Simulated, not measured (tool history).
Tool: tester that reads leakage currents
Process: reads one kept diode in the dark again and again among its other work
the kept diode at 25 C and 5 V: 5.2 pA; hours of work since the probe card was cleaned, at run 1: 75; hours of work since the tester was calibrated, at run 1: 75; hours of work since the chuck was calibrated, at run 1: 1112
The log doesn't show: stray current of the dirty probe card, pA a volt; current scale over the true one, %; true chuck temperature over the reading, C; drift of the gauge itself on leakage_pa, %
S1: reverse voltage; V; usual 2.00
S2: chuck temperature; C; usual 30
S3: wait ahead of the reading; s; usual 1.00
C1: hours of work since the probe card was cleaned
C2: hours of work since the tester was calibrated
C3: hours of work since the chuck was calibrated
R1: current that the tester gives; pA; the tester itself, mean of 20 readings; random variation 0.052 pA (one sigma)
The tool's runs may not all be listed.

| run | day | S1 | S2 | S3 | C1 | C2 | C3 | R1 |
|---|---|---|---|---|---|---|---|---|
| 1 | 0.000 | 2.00 | 30 | 1.00 | 75 | 75 | 1112 | 5.11 |
| 2 | 6.317 | 2.00 | 30 | 1.00 | 185 | 185 | 1222 | 5.15 |
| 3 | 15.062 | 2.00 | 30 | 0.61 | 337 | 337 | 1374 | 5.63 |
| 4 | 22.333 | 2.00 | 30 | 0.61 | 463 | 463 | 1500 | 5.74 |
| 5 | 31.875 | 2.00 | 30 | 0.87 | 629 | 629 | 1666 | 5.74 |
| 6 | 38.729 | 2.00 | 30 | 0.87 | 748 | 748 | 1785 | 5.82 |
| 7 | 46.862 | 2.00 | 30 | 0.87 | 890 | 890 | 1926 | 6.01 |
| 8 | 52.308 | 2.00 | 30 | 0.87 | 984 | 984 | 2021 | 6.02 |
| 9 | 58.475 | 2.00 | 30 | 1.00 | 1091 | 1091 | 2128 | 6.18 |
| 10 | 66.967 | 2.00 | 30 | 1.00 | 1239 | 1239 | 2276 | 6.18 |
|  | 75.138 | chuck's temperature calibrated |
| 11 | 77.167 | 2.00 | 30 | 1.00 | 1415 | 1415 | 35 | 5.81 |
| 12 | 86.825 | 2.00 | 30 | 1.00 | 1583 | 1583 | 203 | 5.99 |
| 13 | 94.367 | 2.00 | 30 | 1.00 | 1714 | 1714 | 334 | 6.00 |
| 14 | 99.233 | 2.00 | 30 | 0.36 | 1799 | 1799 | 419 | 6.73 |
| 15 | 105.308 | 2.00 | 30 | 1.00 | 1904 | 1904 | 524 | 6.16 |
| 16 | 110.512 | 2.00 | 30 | 1.00 | 1995 | 1995 | 615 | 6.29 |
| 17 | 115.312 | 2.00 | 30 | 1.00 | 2078 | 2078 | 698 | 6.49 |
| 18 | 122.792 | 2.17 | 20 | 1.05 | 2208 | 2208 | 828 | 4.33 |
| 19 | 132.633 | 2.17 | 51 | 1.05 | 2379 | 2379 | 999 | 22.86 |
| 20 | 140.304 | 17.87 | 24 | 1.05 | 2512 | 2512 | 1133 | 28.47 |
| 21 | 150.850 | 3.29 | 38 | 0.65 | 2696 | 2696 | 1316 | 15.29 |
|  | 157.742 | probe card cleaned and baked |
|  | 159.254 | tester calibrated |
| 22 | 160.392 | 3.29 | 38 | 0.65 | 45 | 20 | 1478 | 12.47 |
| 23 | 168.279 | 3.29 | 26 | 0.65 | 182 | 157 | 1616 | 6.02 |
| 24 | 175.338 | 3.37 | 36 | 6.82 | 304 | 280 | 1738 | 10.80 |
| 25 | 186.138 | 2.00 | 33 | 7.46 | 492 | 467 | 1926 | 6.63 |
| 26 | 190.646 | 2.00 | 33 | 7.46 | 571 | 546 | 2004 | 6.51 |
| 27 | 198.367 | 2.46 | 25 | 1.00 | 705 | 680 | 2139 | 5.02 |
| 28 | 209.217 | 1.32 | 30 | 2.54 | 893 | 869 | 2327 | 4.51 |
|  | 214.721 | chuck's temperature calibrated |
| 29 | 214.962 | 11.15 | 42 | 3.09 | 992 | 967 | 4 | 32.83 |
| 30 | 225.321 | 11.15 | 45 | 4.65 | 1172 | 1147 | 184 | 40.02 |
| 31 | 229.925 | 3.56 | 32 | 0.60 | 1252 | 1227 | 264 | 9.86 |
| 32 | 235.133 | 3.56 | 32 | 0.60 | 1342 | 1318 | 355 | 9.99 |
| 33 | 244.150 | 7.15 | 27 | 0.58 | 1499 | 1474 | 512 | 13.54 |

Some steps in R1 between neighbouring runs. How much of each would the tool show without its hidden state too (settings, what came in, random variation), and how much is left for the hidden state, with any gauge scatter that isn't in both results?
Run 18 -> 19: S2 20 -> 51. R1 +18.53 pA: hidden state +1.31, all else +17.22.
Run 19 -> 20: S1 2.17 -> 17.87, S2 51 -> 24. R1 +5.61 pA: hidden state +11.91, all else -6.30.
Run 20 -> 21: S1 17.87 -> 3.29, S2 24 -> 38, S3 1.05 -> 0.65. R1 -13.18 pA: hidden state -11.09, all else -2.09.
Run 28 -> 29: S1 1.32 -> 11.15, S2 30 -> 42, S3 2.54 -> 3.09, chuck's temperature calibrated. R1 +28.32 pA: hidden state +2.89, all else +25.43.
Run 30 -> 31: S1 11.15 -> 3.56, S2 45 -> 32, S3 4.65 -> 0.60. R1 -30.16 pA: hidden state -3.27, all else -26.89.

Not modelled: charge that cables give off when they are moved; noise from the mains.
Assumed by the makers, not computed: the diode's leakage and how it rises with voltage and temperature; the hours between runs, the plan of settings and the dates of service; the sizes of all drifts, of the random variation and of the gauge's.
